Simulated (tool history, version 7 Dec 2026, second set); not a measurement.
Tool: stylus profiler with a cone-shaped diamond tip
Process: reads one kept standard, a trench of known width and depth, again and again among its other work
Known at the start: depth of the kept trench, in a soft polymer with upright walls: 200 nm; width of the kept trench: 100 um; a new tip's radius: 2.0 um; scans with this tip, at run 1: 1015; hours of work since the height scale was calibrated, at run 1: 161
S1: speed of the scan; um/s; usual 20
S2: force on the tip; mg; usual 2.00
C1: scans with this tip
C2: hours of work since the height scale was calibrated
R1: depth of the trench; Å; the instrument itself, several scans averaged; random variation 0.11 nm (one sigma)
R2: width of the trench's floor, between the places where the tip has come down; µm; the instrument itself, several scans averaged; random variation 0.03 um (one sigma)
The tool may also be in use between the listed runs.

run 1 hour=0.0 | S1=20 S2=2.00 | C1=1015 C2=161 | R1=2032.5 R2=98.06
run 2 hour=18.5 | S1=20 S2=2.00 | C1=1080 C2=172 | R1=2032.3 R2=98.07
run 3 hour=28.5 | S1=20 S2=2.00 | C1=1115 C2=178 | R1=2032.6 R2=98.07
run 4 hour=47.3 | S1=20 S2=0.93 | C1=1182 C2=188 | R1=2021.2 R2=98.07
run 5 hour=64.4 | S1=20 S2=0.93 | C1=1243 C2=198 | R1=2022.5 R2=98.05
run 6 hour=85.7 | S1=13 S2=0.93 | C1=1318 C2=210 | R1=2019.6 R2=98.06
run 7 hour=98.8 | S1=13 S2=0.93 | C1=1364 C2=217 | R1=2019.5 R2=98.01
run 8 hour=111.8 | S1=13 S2=0.93 | C1=1410 C2=224 | R1=2021.9 R2=98.09
run 9 hour=133.7 | S1=5 S2=2.00 | C1=1487 C2=237 | R1=2031.8 R2=98.10
run 10 hour=143.2 | S1=20 S2=0.90 | C1=1521 C2=242 | R1=2019.5 R2=97.97
run 11 hour=152.7 | S1=20 S2=2.00 | C1=1555 C2=247 | R1=2034.3 R2=98.04
run 12 hour=175.2 | S1=20 S2=1.10 | C1=1634 C2=260 | R1=2022.2 R2=97.95
run 13 hour=185.6 | S1=20 S2=1.10 | C1=1671 C2=266 | R1=2022.7 R2=97.93
run 14 hour=204.0 | S1=20 S2=3.73 | C1=1736 C2=276 | R1=2046.8 R2=97.98
run 15 hour=216.7 | S1=9 S2=2.00 | C1=1781 C2=283 | R1=2032.6 R2=98.11
run 16 hour=230.2 | S1=9 S2=2.00 | C1=1829 C2=291 | R1=2032.3 R2=98.05
run 17 hour=245.7 | S1=9 S2=2.00 | C1=1883 C2=300 | R1=2033.3 R2=98.02
run 18 hour=264.8 | S1=9 S2=2.00 | C1=1951 C2=311 | R1=2033.8 R2=98.05
run 19 hour=278.0 | S1=9 S2=2.00 | C1=1997 C2=318 | R1=2032.9 R2=98.07
run 20 hour=292.1 | S1=9 S2=2.00 | C1=2047 C2=326 | R1=2035.8 R2=97.97
run 21 hour=315.0 | S1=9 S2=2.00 | C1=2128 C2=339 | R1=2031.7 R2=98.00
run 22 hour=325.4 | S1=9 S2=2.00 | C1=2165 C2=345 | R1=2034.2 R2=98.07
run 23 hour=344.9 | S1=9 S2=2.00 | C1=2234 C2=356 | R1=2035.1 R2=97.98
run 24 hour=364.1 | S1=19 S2=1.90 | C1=2302 C2=366 | R1=2032.7 R2=97.96
run 25 hour=383.9 | S1=19 S2=1.90 | C1=2372 C2=378 | R1=2033.4 R2=97.95
run 26 hour=405.7 | S1=16 S2=0.77 | C1=2449 C2=390 | R1=2020.3 R2=97.96
run 27 hour=422.3 | S1=16 S2=2.33 | C1=2507 C2=399 | R1=2035.6 R2=97.95
run 28 hour=438.9 | S1=67 S2=2.91 | C1=2566 C2=409 | R1=2044.1 R2=97.75
run 29 hour=450.9 | S1=6 S2=5.06 | C1=2609 C2=415 | R1=2061.7 R2=98.02
run 30 hour=469.0 | S1=6 S2=5.06 | C1=2673 C2=425 | R1=2061.3 R2=97.97
run 31 hour=478.7 | S1=55 S2=3.73 | C1=2707 C2=431 | R1=2050.8 R2=97.80
run 32 hour=496.8 | S1=55 S2=0.70 | C1=2771 C2=441 | R1=2020.5 R2=97.54
run 33 hour=518.6 | S1=7 S2=1.20 | C1=2848 C2=453 | R1=2024.3 R2=97.92
run 34 hour=538.8 | S1=7 S2=1.20 | C1=2919 C2=465 | R1=2024.8 R2=97.89
run 35 hour=552.3 | S1=19 S2=5.37 | C1=2967 C2=472 | R1=2064.5 R2=97.90
run 36 hour=567.9 | S1=25 S2=0.92 | C1=3022 C2=481 | R1=2023.9 R2=97.72
run 37 hour=585.2 | S1=25 S2=0.96 | C1=3083 C2=491 | R1=2024.7 R2=97.81
run 38 hour=600.4 | S1=20 S2=4.29 | C1=3137 C2=499 | R1=2055.1 R2=97.90
run 39 hour=617.6 | S1=20 S2=4.29 | C1=3198 C2=509 | R1=2056.4 R2=97.93
run 40 hour=638.6 | S1=11 S2=0.93 | C1=3272 C2=521 | R1=2023.6 R2=97.88
run 41 hour=654.1 | S1=71 S2=3.33 | C1=3327 C2=530 | R1=2047.5 R2=97.68
run 42 hour=666.7 | S1=6 S2=0.76 | C1=3371 C2=537 | R1=2022.0 R2=97.91
run 43 hour=684.6 | S1=9 S2=2.65 | C1=3435 C2=547 | R1=2042.3 R2=97.89
run 44 hour=694.0 | S1=8 S2=0.73 | C1=3468 C2=552 | R1=2021.2 R2=97.79

Forecast each of these 5 alternatives for the next run:
run A hour=707.9 | S1=24 S2=2.00 | C1=3517 C2=560 | R1=? R2=?
run B hour=707.9 | S1=23 S2=0.90 | C1=3517 C2=560 | R1=? R2=?
run C hour=707.9 | S1=38 S2=2.95 | C1=3517 C2=560 | R1=? R2=?
run D hour=707.9 | S1=76 S2=0.68 | C1=3517 C2=560 | R1=? R2=?
run E hour=707.9 | S1=11 S2=1.60 | C1=3517 C2=560 | R1=? R2=?

run=A R1=2036.9 R2=97.81
run=B R1=2025.0 R2=97.76
run=C R1=2043.5 R2=97.79
run=D R1=2019.8 R2=97.31
run=E R1=2033.5 R2=97.89
Without the tool's hidden state the same runs would have given:
run=A R1=2030.6 R2=98.14
run=B R1=2018.7 R2=98.10
run=C R1=2037.2 R2=98.12
run=D R1=2013.5 R2=97.64
run=E R1=2027.2 R2=98.22
